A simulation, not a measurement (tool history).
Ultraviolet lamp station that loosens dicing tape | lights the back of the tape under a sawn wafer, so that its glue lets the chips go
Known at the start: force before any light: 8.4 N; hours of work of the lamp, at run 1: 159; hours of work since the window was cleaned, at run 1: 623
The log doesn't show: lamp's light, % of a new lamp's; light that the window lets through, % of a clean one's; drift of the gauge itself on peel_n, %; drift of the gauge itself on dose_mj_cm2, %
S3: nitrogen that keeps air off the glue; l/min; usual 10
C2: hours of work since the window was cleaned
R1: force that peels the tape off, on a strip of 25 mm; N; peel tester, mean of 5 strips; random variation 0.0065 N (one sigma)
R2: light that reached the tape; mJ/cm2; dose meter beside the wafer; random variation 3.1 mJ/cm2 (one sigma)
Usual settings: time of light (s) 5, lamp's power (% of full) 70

Run 1, hour 0: usual settings; hours of work of the lamp 159; C2 623. Result: R1 0.208 N, R2 469 mJ/cm2.
At hour 2.9: window cleaned of glue's vapour.
Run 2, hour 10.2: usual settings; hours of work of the lamp 165; C2 4. Result: R1 0.218 N, R2 469 mJ/cm2.
Run 3, hour 20: usual settings but time of light (s) 7; hours of work of the lamp 171; C2 10. Result: R1 0.096 N, R2 646 mJ/cm2.
Run 4, hour 31.1: usual settings but time of light (s) 7; hours of work of the lamp 177; C2 17. Result: R1 0.096 N, R2 653 mJ/cm2.
Run 5, hour 47.4: usual settings but time of light (s) 4; hours of work of the lamp 187; C2 27. Result: R1 0.391 N, R2 375 mJ/cm2.
Run 6, hour 57.8: usual settings but time of light (s) 4; hours of work of the lamp 193; C2 33. Result: R1 0.41 N, R2 375 mJ/cm2.
Run 7, hour 67.8: usual settings but time of light (s) 4, lamp's power (% of full) 66; hours of work of the lamp 199; C2 39. Result: R1 0.443 N, R2 353 mJ/cm2.
Run 8, hour 86.5: usual settings but time of light (s) 4, lamp's power (% of full) 66; hours of work of the lamp 211; C2 51. Result: R1 0.464 N, R2 357 mJ/cm2.
Run 9, hour 97.6: usual settings but time of light (s) 4, lamp's power (% of full) 66; hours of work of the lamp 217; C2 57. Result: R1 0.462 N, R2 354 mJ/cm2.
Run 10, hour 109: usual settings but time of light (s) 4; hours of work of the lamp 224; C2 64. Result: R1 0.384 N, R2 377 mJ/cm2.
Run 11, hour 121.8: usual settings but time of light (s) 4; hours of work of the lamp 232; C2 72. Result: R1 0.389 N, R2 379 mJ/cm2.
Run 12, hour 137.4: usual settings; hours of work of the lamp 242; C2 81. Result: R1 0.215 N, R2 463 mJ/cm2.
Run 13, hour 153.1: usual settings; hours of work of the lamp 251; C2 91. Result: R1 0.206 N, R2 467 mJ/cm2.
Run 14, hour 171.8: usual settings; hours of work of the lamp 262; C2 102. Result: R1 0.212 N, R2 465 mJ/cm2.
Run 15, hour 189.2: usual settings; hours of work of the lamp 273; C2 113. Result: R1 0.216 N, R2 468 mJ/cm2.
Run 16, hour 204.4: usual settings but lamp's power (% of full) 67; hours of work of the lamp 282; C2 122. Result: R1 0.236 N, R2 443 mJ/cm2.
Run 17, hour 214.9: usual settings but lamp's power (% of full) 67; hours of work of the lamp 288; C2 128. Result: R1 0.224 N, R2 450 mJ/cm2.
Run 18, hour 227.9: usual settings; hours of work of the lamp 296; C2 136. Result: R1 0.201 N, R2 468 mJ/cm2.
Run 19, hour 242.1: usual settings; hours of work of the lamp 305; C2 145. Result: R1 0.215 N, R2 467 mJ/cm2.
Run 20, hour 259.8: usual settings; hours of work of the lamp 315; C2 155. Result: R1 0.21 N, R2 469 mJ/cm2.
Run 21, hour 278: usual settings; hours of work of the lamp 326; C2 166. Result: R1 0.206 N, R2 467 mJ/cm2.
Run 22, hour 297.2: usual settings but time of light (s) 9; hours of work of the lamp 338; C2 178. Result: R1 0.075 N, R2 841 mJ/cm2.
Run 23, hour 309.2: usual settings but time of light (s) 7, S3 8 l/min; hours of work of the lamp 345; C2 185. Result: R1 0.113 N, R2 661 mJ/cm2.
Run 24, hour 320.7: usual settings but time of light (s) 9, S3 4 l/min; hours of work of the lamp 352; C2 192. Result: R1 0.126 N, R2 840 mJ/cm2.
Run 25, hour 332: usual settings but time of light (s) 9, S3 4 l/min; hours of work of the lamp 359; C2 199. Result: R1 0.124 N, R2 833 mJ/cm2.
Run 26, hour 341.4: usual settings but time of light (s) 9, S3 4 l/min; hours of work of the lamp 365; C2 205. Result: R1 0.119 N, R2 841 mJ/cm2.
Run 27, hour 360.8: usual settings but time of light (s) 3, S3 11 l/min; hours of work of the lamp 377; C2 216. Result: R1 0.724 N, R2 277 mJ/cm2.
Run 28, hour 379.3: usual settings but time of light (s) 3, lamp's power (% of full) 66, S3 3 l/min; hours of work of the lamp 388; C2 227. Result: R1 2.158 N, R2 264 mJ/cm2.
Run 29, hour 390.5: usual settings but time of light (s) 3, lamp's power (% of full) 66, S3 4 l/min; hours of work of the lamp 394; C2 234. Result: R1 1.773 N, R2 264 mJ/cm2.
Run 30, hour 409.2: usual settings but time of light (s) 2, lamp's power (% of full) 67, S3 16 l/min; hours of work of the lamp 406; C2 246. Result: R1 1.38 N, R2 175 mJ/cm2.
Run 31, hour 427: usual settings but time of light (s) 2, lamp's power (% of full) 67, S3 16 l/min; hours of work of the lamp 416; C2 256. Result: R1 1.407 N, R2 179 mJ/cm2.
Run 32, hour 437.7: usual settings but time of light (s) 2, lamp's power (% of full) 67, S3 16 l/min; hours of work of the lamp 423; C2 263. Result: R1 1.424 N, R2 176 mJ/cm2.
Run 33, hour 451.8: usual settings but S3 4 l/min; hours of work of the lamp 431; C2 271. Result: R1 0.581 N, R2 467 mJ/cm2.
Run 34, hour 466.9: usual settings but time of light (s) 2, lamp's power (% of full) 97, S3 4 l/min; hours of work of the lamp 441; C2 280. Result: R1 1.791 N, R2 262 mJ/cm2.
Run 35, hour 479.4: usual settings but lamp's power (% of full) 78, S3 5 l/min; hours of work of the lamp 448; C2 288. Result: R1 0.336 N, R2 519 mJ/cm2.
Run 36, hour 496.8: usual settings but lamp's power (% of full) 78, S3 5 l/min; hours of work of the lamp 459; C2 298. Result: R1 0.333 N, R2 525 mJ/cm2.
Run 37, hour 508.8: usual settings but lamp's power (% of full) 78, S3 5 l/min; hours of work of the lamp 466; C2 306. Result: R1 0.327 N, R2 522 mJ/cm2.
Run 38, hour 517.2: usual settings but lamp's power (% of full) 78, S3 5 l/min; hours of work of the lamp 471; C2 311. Result: R1 0.331 N, R2 520 mJ/cm2.
Run 39, hour 533.4: usual settings but lamp's power (% of full) 78, S3 5 l/min; hours of work of the lamp 481; C2 321. Result: R1 0.331 N, R2 516 mJ/cm2.
Run 40, hour 546.3: usual settings but time of light (s) 3, lamp's power (% of full) 78, S3 16 l/min; hours of work of the lamp 489; C2 328. Result: R1 0.408 N, R2 313 mJ/cm2.
Run 41, hour 564.9: usual settings but time of light (s) 4, lamp's power (% of full) 94; hours of work of the lamp 500; C2 340. Result: R1 0.182 N, R2 503 mJ/cm2.
Run 42, hour 576.9: usual settings but time of light (s) 4, lamp's power (% of full) 94; hours of work of the lamp 507; C2 347. Result: R1 0.161 N, R2 505 mJ/cm2.
Run 43, hour 592.6: usual settings but time of light (s) 4, lamp's power (% of full) 94; hours of work of the lamp 517; C2 356. Result: R1 0.168 N, R2 497 mJ/cm2.

How the hidden state differs across the entries between the runs, from the last listed run before each to the first after it:
Between runs 1 and 2: window cleaned of glue's vapour (hour 2.9)
  lamp's light, % of a new lamp's: 100 -> 99.9; light that the window lets through, % of a clean one's: 99.9 -> 100
